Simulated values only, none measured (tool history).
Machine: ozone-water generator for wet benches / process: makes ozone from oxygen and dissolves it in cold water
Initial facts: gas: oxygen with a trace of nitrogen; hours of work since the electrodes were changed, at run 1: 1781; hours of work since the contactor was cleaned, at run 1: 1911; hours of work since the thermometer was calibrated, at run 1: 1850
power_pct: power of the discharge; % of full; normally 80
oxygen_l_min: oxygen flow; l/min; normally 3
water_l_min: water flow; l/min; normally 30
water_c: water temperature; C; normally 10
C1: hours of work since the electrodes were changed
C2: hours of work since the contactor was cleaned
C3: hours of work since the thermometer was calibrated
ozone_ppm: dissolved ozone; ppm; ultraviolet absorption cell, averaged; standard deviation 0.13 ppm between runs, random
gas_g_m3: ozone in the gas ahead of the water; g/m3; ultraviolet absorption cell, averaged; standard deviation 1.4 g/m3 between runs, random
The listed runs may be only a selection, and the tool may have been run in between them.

Run 1, hour 0: usual settings; C1 1781; C2 1911; C3 1850. Result: ozone_ppm 14.3 ppm, gas_g_m3 269.4 g/m3.
Run 2, hour 30: usual settings; C1 1810; C2 1940; C3 1879. Result: ozone_ppm 14.1 ppm, gas_g_m3 270.6 g/m3.
Run 3, hour 53.1: usual settings but water_l_min 41 l/min; C1 1833; C2 1963; C3 1902. Result: ozone_ppm 10.3 ppm, gas_g_m3 270.7 g/m3.
Run 4, hour 95.3: usual settings but oxygen_l_min 2.69 l/min; C1 1875; C2 2004; C3 1944. Result: ozone_ppm 13.9 ppm, gas_g_m3 288.9 g/m3.
Run 5, hour 128.8: usual settings but water_l_min 18 l/min; C1 1908; C2 2038; C3 1977. Result: ozone_ppm 23.1 ppm, gas_g_m3 266.4 g/m3.
Run 6, hour 167.3: usual settings but water_l_min 18 l/min; C1 1946; C2 2075; C3 2015. Result: ozone_ppm 22.7 ppm, gas_g_m3 272 g/m3.
Run 7, hour 214.4: usual settings but water_l_min 18 l/min; C1 1992; C2 2122; C3 2061. Result: ozone_ppm 22.9 ppm, gas_g_m3 269.1 g/m3.
Run 8, hour 251.7: usual settings but water_l_min 18 l/min; C1 2029; C2 2159; C3 2098. Result: ozone_ppm 22.8 ppm, gas_g_m3 270.8 g/m3.
Run 9, hour 282.1: usual settings but power_pct 42 % of full; C1 2059; C2 2189; C3 2128. Result: ozone_ppm 9.7 ppm, gas_g_m3 185 g/m3.
Run 10, hour 328.2: usual settings but power_pct 42 % of full; C1 2104; C2 2234; C3 2173. Result: ozone_ppm 9.4 ppm, gas_g_m3 186.4 g/m3.
Run 11, hour 356.9: usual settings but power_pct 44 % of full, water_l_min 33 l/min; C1 2132; C2 2262; C3 2201. Result: ozone_ppm 9 ppm, gas_g_m3 190 g/m3.
Run 12, hour 376.1: usual settings but power_pct 44 % of full, oxygen_l_min 2.09 l/min, water_l_min 21 l/min; C1 2151; C2 2281; C3 2220. Result: ozone_ppm 12.8 ppm, gas_g_m3 235.3 g/m3.
Run 13, hour 419.1: usual settings but power_pct 99 % of full, oxygen_l_min 5.01 l/min, water_l_min 20 l/min, water_c 11 C; C1 2194; C2 2324; C3 2263. Result: ozone_ppm 24.3 ppm, gas_g_m3 226.2 g/m3.
Run 14, hour 441.7: usual settings but oxygen_l_min 3.66 l/min, water_l_min 21 l/min, water_c 5 C; C1 2216; C2 2346; C3 2285. Result: ozone_ppm 21.3 ppm, gas_g_m3 242.8 g/m3.
Run 15, hour 463: usual settings but oxygen_l_min 1.85 l/min, water_l_min 42 l/min, water_c 7 C; C1 2237; C2 2367; C3 2306. Result: ozone_ppm 8.6 ppm, gas_g_m3 363.5 g/m3.
Run 16, hour 508.2: usual settings but oxygen_l_min 2.61 l/min, water_l_min 23 l/min, water_c 7 C; C1 2282; C2 2411; C3 2351. Result: ozone_ppm 18.2 ppm, gas_g_m3 298.8 g/m3.
Run 17, hour 538.9: usual settings but oxygen_l_min 2.61 l/min, water_l_min 23 l/min, water_c 7 C; C1 2312; C2 2442; C3 2381. Result: ozone_ppm 18.3 ppm, gas_g_m3 297.3 g/m3.
Run 18, hour 582.9: usual settings but oxygen_l_min 2.61 l/min, water_l_min 23 l/min, water_c 7 C; C1 2355; C2 2485; C3 2424. Result: ozone_ppm 18.2 ppm, gas_g_m3 293.7 g/m3.
Run 19, hour 619: usual settings but power_pct 50 % of full, oxygen_l_min 2.08 l/min, water_l_min 20 l/min; C1 2391; C2 2521; C3 2460. Result: ozone_ppm 14.8 ppm, gas_g_m3 253.2 g/m3.
Run 20, hour 652.6: usual settings but power_pct 50 % of full, oxygen_l_min 2.08 l/min, water_l_min 20 l/min, water_c 8 C; C1 2424; C2 2554; C3 2493. Result: ozone_ppm 14.9 ppm, gas_g_m3 256.5 g/m3.

Each row is a separate what-if for the run after 20, all from the same tool condition, not one after another. Results?
Run A, hour 690.3: usual settings but power_pct 46 % of full, oxygen_l_min 2.08 l/min, water_l_min 33 l/min, water_c 7 C; C1 2461; C2 2591; C3 2530. Result: ozone_ppm ?, gas_g_m3 ?.
Run B, hour 690.3: usual settings but power_pct 63 % of full, water_l_min 22 l/min; C1 2461; C2 2591; C3 2530. Result: ozone_ppm ?, gas_g_m3 ?.
Run C, hour 690.3: usual settings but power_pct 48 % of full, water_l_min 45 l/min, water_c 6 C; C1 2461; C2 2591; C3 2530. Result: ozone_ppm ?, gas_g_m3 ?.
Run D, hour 690.3: usual settings but oxygen_l_min 3.1 l/min, water_l_min 28 l/min; C1 2461; C2 2591; C3 2530. Result: ozone_ppm ?, gas_g_m3 ?.
Run E, hour 690.3: usual settings but power_pct 50 % of full, oxygen_l_min 3.47 l/min, water_l_min 20 l/min, water_c 7 C; C1 2461; C2 2591; C3 2530. Result: ozone_ppm ?, gas_g_m3 ?.

run  ozone_ppm  gas_g_m3
  A        8.4     243.1
  B       16.5     235.3
  C        7.2     201.4
  D       15.3     267.2
  E       16.2     189.9
With no hidden state in the tool, these same runs would have given:
run  ozone_ppm  gas_g_m3
  A        8.4     239.4
  B       16.5     231.7
  C        7.2     198.4
  D       15.3     263.3
  E       16.3       187

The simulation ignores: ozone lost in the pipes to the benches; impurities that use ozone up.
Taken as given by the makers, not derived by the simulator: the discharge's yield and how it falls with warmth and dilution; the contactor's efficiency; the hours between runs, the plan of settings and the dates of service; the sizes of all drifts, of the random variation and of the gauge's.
